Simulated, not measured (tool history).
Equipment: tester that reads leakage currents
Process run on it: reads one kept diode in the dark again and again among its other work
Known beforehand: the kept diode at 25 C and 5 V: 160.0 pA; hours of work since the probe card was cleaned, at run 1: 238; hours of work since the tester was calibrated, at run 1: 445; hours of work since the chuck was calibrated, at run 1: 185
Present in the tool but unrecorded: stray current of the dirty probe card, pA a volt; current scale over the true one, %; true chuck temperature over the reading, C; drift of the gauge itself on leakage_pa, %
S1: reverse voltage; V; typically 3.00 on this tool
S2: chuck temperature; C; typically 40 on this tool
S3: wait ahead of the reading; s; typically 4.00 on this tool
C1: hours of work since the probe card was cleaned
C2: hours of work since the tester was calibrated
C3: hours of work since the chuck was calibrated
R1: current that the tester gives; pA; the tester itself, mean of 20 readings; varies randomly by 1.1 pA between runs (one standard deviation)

Run 1, hour 0.0: usual settings; C1 238; C2 445; C3 185. Result: R1 380.87 pA.
Run 2, hour 70.6: usual settings; C1 269; C2 476; C3 216. Result: R1 380.05 pA.
Run 3, hour 112.9: usual settings; C1 287; C2 494; C3 234. Result: R1 380.40 pA.
Run 4, hour 177.7: usual settings but S3 1.63 s; C1 315; C2 522; C3 262. Result: R1 378.85 pA.
Run 5, hour 220.1: usual settings; C1 334; C2 540; C3 280. Result: R1 379.33 pA.
Run 6, hour 262.6: usual settings; C1 352; C2 559; C3 299. Result: R1 380.27 pA.
Run 7, hour 305.6: usual settings; C1 370; C2 577; C3 317. Result: R1 379.22 pA.
Run 8, hour 338.0: usual settings; C1 385; C2 591; C3 331. Result: R1 379.04 pA.
Run 9, hour 408.9: usual settings; C1 415; C2 622; C3 362. Result: R1 381.02 pA.
Run 10, hour 447.2: usual settings but S3 0.57 s; C1 432; C2 638; C3 379. Result: R1 381.68 pA.
Run 11, hour 488.9: usual settings but S1 4.13 V; C1 450; C2 656; C3 397. Result: R1 443.30 pA.
Run 12, hour 537.2: usual settings but S1 1.20 V; C1 471; C2 677; C3 417. Result: R1 240.14 pA.
Run 13, hour 580.6: usual settings but S1 1.20 V; C1 489; C2 696; C3 436. Result: R1 240.55 pA.
Run 14, hour 640.6: usual settings but S1 1.20 V; C1 515; C2 722; C3 462. Result: R1 241.58 pA.
Run 15, hour 700.7: usual settings; C1 541; C2 748; C3 488. Result: R1 379.76 pA.
Run 16, hour 764.3: usual settings; C1 569; C2 775; C3 516. Result: R1 378.44 pA.
Run 17, hour 826.4: usual settings; C1 596; C2 802; C3 542. Result: R1 380.15 pA.
Run 18, hour 895.3: usual settings; C1 625; C2 832; C3 572. Result: R1 378.42 pA.
Run 19, hour 940.3: usual settings but S1 17.70 V; C1 645; C2 851; C3 592. Result: R1 913.83 pA.
Run 20, hour 980.2: usual settings but S1 17.70 V; C1 662; C2 869; C3 609. Result: R1 914.81 pA.
Run 21, hour 1048.8: usual settings but S1 3.55 V, S2 20 C; C1 692; C2 898; C3 639. Result: R1 91.02 pA.
Run 22, hour 1088.0: usual settings but S1 2.12 V; C1 709; C2 915; C3 655. Result: R1 317.99 pA.
Run 23, hour 1145.3: usual settings but S1 14.73 V, S2 27 C; C1 733; C2 940; C3 680. Result: R1 319.90 pA.
Run 24, hour 1211.2: usual settings but S1 9.28 V, S3 5.25 s; C1 762; C2 969; C3 709. Result: R1 666.83 pA.
Run 25, hour 1263.3: usual settings but S1 9.28 V, S3 5.25 s; C1 784; C2 991; C3 731. Result: R1 665.32 pA.
Run 26, hour 1308.8: usual settings but S1 14.52 V, S2 31 C, S3 9.09 s; C1 804; C2 1011; C3 751. Result: R1 429.86 pA.

Run 27 comes next. What will it give?
Run 27, hour 1378.0: usual settings but S1 14.52 V, S2 31 C, S3 0.46 s; C1 834; C2 1041; C3 781. Result: R1 ?.

Run 27 measured R1 439.28 pA.
Minus the tool's unlogged condition, the same run would have read R1 439.51 pA.
